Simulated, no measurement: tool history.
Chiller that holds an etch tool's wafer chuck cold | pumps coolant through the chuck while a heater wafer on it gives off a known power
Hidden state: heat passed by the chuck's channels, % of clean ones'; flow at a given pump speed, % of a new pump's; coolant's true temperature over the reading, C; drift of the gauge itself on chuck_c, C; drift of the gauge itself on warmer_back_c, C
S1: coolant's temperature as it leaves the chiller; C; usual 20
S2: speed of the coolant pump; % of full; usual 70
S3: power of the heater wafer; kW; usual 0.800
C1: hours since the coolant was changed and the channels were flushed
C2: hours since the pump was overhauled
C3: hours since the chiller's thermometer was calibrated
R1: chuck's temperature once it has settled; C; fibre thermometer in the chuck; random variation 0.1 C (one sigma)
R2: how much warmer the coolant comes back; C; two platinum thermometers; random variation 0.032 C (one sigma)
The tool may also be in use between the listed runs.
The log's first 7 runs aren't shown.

{"run": 8, "hour": 918.1, "S1": 20, "S2": 70, "S3": 0.8, "C1": 5747, "C2": 8147, "C3": 2480, "R1": 26.3, "R2": 3.21}
{"run": 9, "hour": 1069.2, "S1": 20, "S2": 70, "S3": 0.423, "C1": 5899, "C2": 8298, "C3": 2631, "R1": 23.4, "R2": 1.7}
{"run": 10, "hour": 1199.7, "S1": 20, "S2": 70, "S3": 0.423, "C1": 6029, "C2": 8428, "C3": 2761, "R1": 23.1, "R2": 1.68}
{"run": 11, "hour": 1361.0, "S1": 20, "S2": 70, "S3": 0.8, "C1": 6190, "C2": 8590, "C3": 2923, "R1": 26.4, "R2": 3.25}
{"run": 12, "hour": 1440.1, "S1": 20, "S2": 70, "S3": 0.8, "C1": 6270, "C2": 8669, "C3": 3002, "R1": 26.3, "R2": 3.28}
{"run": 13, "hour": 1621.9, "S1": 20, "S2": 70, "S3": 0.8, "C1": 6451, "C2": 8851, "C3": 3183, "R1": 26.2, "R2": 3.21}
{"run": 14, "hour": 1701.3, "S1": 20, "S2": 70, "S3": 1.063, "C1": 6531, "C2": 8930, "C3": 3263, "R1": 28.4, "R2": 4.29}
{"run": 15, "hour": 1869.8, "S1": 20, "S2": 70, "S3": 1.063, "C1": 6699, "C2": 9099, "C3": 3431, "R1": 28.2, "R2": 4.33}
{"run": 16, "hour": 1948.2, "S1": 20, "S2": 70, "S3": 1.063, "C1": 6778, "C2": 9177, "C3": 3510, "R1": 28.3, "R2": 4.27}
{"hour": 1995.7, "done": "coolant changed, channels flushed"}
{"run": 17, "hour": 2070.9, "S1": 19, "S2": 70, "S3": 0.629, "C1": 75, "C2": 9294, "C3": 3626, "R1": 23.8, "R2": 2.52}

Run 18 comes next. What will it give?
{"run": 18, "hour": 2224.1, "S1": 14, "S2": 87, "S3": 0.8, "C1": 228, "C2": 9447, "C3": 3780, "R1": "?", "R2": "?"}

{"run 18": {"R1": 19.4, "R2": 2.55}}
Without the tool's hidden state the same run would have given R1 19.4 C, R2 2.66 C.
